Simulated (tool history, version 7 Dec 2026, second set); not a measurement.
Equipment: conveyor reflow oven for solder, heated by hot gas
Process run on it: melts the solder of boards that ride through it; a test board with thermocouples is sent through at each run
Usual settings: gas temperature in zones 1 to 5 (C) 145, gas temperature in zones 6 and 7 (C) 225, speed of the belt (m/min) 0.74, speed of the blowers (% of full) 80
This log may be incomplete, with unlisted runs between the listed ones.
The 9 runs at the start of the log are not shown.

run   hour  gas temperature in zones 1 to 5 (C)  gas temperature in zones 6 and 7 (C)  speed of the belt (m/min)  speed of the blowers (% of full)  hours of work since the flux was cleaned out  hours of work since the belt drive was overhauled  hours of work since the thermocouples were changed  highest temperature of the board (C)  time above the solder's melting point (s)
 10   81.6                                  145                                   225                       0.74                                66                                           197                                                293                                                 735                                 211.6                                       47.6
 11   90.5                                  145                                   225                       0.74                                52                                           203                                                299                                                 741                                 208.2                                       42.8
 12   98.1                                  145                                   225                       0.74                                52                                           208                                                304                                                 746                                 208.1                                       42.7
 13  105.7                                  145                                   225                      0.752                                80                                           213                                                309                                                 751                                 214.8                                       48.3
 14  117.6                                  145                                   225                      0.783                                80                                           221                                                317                                                 759                                 213.8                                       45.9
 15  123.7                                  145                                   225                      0.865                                80                                           225                                                321                                                 763                                 210.2                                         40
 16  130.6                                  145                                   225                       0.74                                80                                           230                                                325                                                 767                                 215.3                                       49.8
 17  136.7                                  152                                   228                      0.673                                51                                           234                                                329                                                 771                                 214.6                                       56.9
 18  148.7                                  152                                   227                      0.673                                51                                           242                                                337                                                 779                                 214.7                                       55.6
 19  158.1                                  155                                   227                      0.673                                77                                           248                                                344                                                 786                                 219.9                                       62.2
 20  165.8                                  147                                   215                      0.741                                66                                           253                                                349                                                 791                                 204.6                                       41.4
 21    171                                  145                                   226                      0.768                                80                                           257                                                352                                                 794                                 214.6                                       47.6
 22  180.7                                  145                                   226                      0.768                                80                                           263                                                359                                                 801                                 214.6                                       48.3
 23  191.5                                  145                                   225                      0.864                                80                                           270                                                366                                                 808                                 211.4                                       38.8
 24  198.7                                  145                                   224                      0.768                                65                                           275                                                371                                                 813                                 209.6                                       43.7
 25  206.7                                  133                                   231                       0.74                                80                                           281                                                376                                                 818                                 218.6                                       48.1
 26    214                                  133                                   231                       0.74                                80                                           285                                                381                                                 823                                 218.3                                       49.1
 27  221.6                                  145                                   240                       0.74                                51                                           290                                                386                                                 828                                 219.3                                       52.3
 28    230                                  145                                   240                       0.84                                51                                           296                                                391                                                 833                                 214.3                                       41.9
 29  238.8                                  145                                   225                      0.735                                68                                           302                                                397                                                 839                                 212.8                                       49.2
 30  246.8                                  156                                   225                      0.681                                80                                           307                                                403                                                 845                                 218.8                                       61.6
 31  254.6                                  140                                   225                       0.74                                65                                           312                                                408                                                 850                                 209.9                                       45.2

3 ways to go on from here, each from the tool as it stands after run 31. What would each give?
  A  262.2                                  153                                   225                      0.597                                80                                           317                                                413                                                 855                                     ?                                          ?
  B  262.2                                  145                                   224                       0.74                                66                                           317                                                413                                                 855                                     ?                                          ?
  C  262.2                                  140                                   228                       0.74                                86                                           317                                                413                                                 855                                     ?                                          ?

run  highest temperature of the board (C)  time above the solder's melting point (s)
  A                                 221.3                                       72.1
  B                                 211.2                                       46.2
  C                                 218.7                                       50.6
The same runs, with their run-to-run variation unchanged, on a tool lacking any hidden condition would have given:
run  highest temperature of the board (C)  time above the solder's melting point (s)
  A                                 218.5                                         70
  B                                 208.9                                       44.2
  C                                 216.5                                         49
